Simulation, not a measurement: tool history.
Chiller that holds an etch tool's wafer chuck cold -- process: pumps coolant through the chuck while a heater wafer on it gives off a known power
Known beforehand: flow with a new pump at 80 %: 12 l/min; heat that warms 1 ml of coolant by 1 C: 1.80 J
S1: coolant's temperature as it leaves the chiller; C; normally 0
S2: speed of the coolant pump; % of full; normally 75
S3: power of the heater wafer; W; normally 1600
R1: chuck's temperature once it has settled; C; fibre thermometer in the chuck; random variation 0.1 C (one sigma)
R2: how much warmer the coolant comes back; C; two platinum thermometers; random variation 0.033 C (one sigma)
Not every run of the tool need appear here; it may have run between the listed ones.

run	hour	S1	S2	S3	R1	R2
1	0.0	0	75	1600	15.9	4.69
2	206.2	-10	75	1600	5.8	4.75
3	357.0	-10	75	1600	6.1	4.69
4	460.1	0	96	1600	13.2	3.69
5	614.7	0	96	1600	13.0	3.69
# hour 628.6: chiller's thermometer calibrated
6	835.1	0	75	1718	17.2	5.11
7	938.3	0	75	1718	17.2	5.06
8	1069.1	0	75	1718	17.2	5.01
9	1193.0	0	75	1718	17.2	5.02
10	1342.7	0	75	1718	17.1	4.98
11	1483.5	0	75	1718	17.2	5.03
12	1627.1	0	80	1600	15.2	4.38
13	1752.5	7	75	945	16.6	2.70
14	1958.9	4	75	2177	25.8	6.35
15	2050.2	3	64	878	12.9	2.89
16	2204.4	3	64	878	13.0	2.89
17	2401.4	3	85	878	10.9	2.12
18	2525.5	3	85	878	10.8	2.16
19	2709.0	9	77	1502	23.7	4.19
20	2914.6	-9	68	1221	4.2	3.83
21	3083.6	-9	68	1221	4.2	3.80
22	3240.6	-9	61	1221	5.5	4.26
23	3350.3	10	81	1221	21.4	3.14
24	3466.7	9	73	1883	28.2	5.55

4 ways to go on from here, each from the tool as it stands after run 24. What would each give?
A	3560.5	-5	78	1883	?	?
B	3560.5	0	65	1058	?	?
C	3560.5	-3	85	2080	?	?
D	3560.5	4	73	1253	?	?

run	R1	R2
A	13.3	5.17
B	11.7	3.41
C	15.6	5.23
D	16.9	3.56
What these runs would have given with no unlogged condition in the tool:
run	R1	R2
A	13.3	5.37
B	11.7	3.61
C	15.6	5.43
D	16.9	3.76
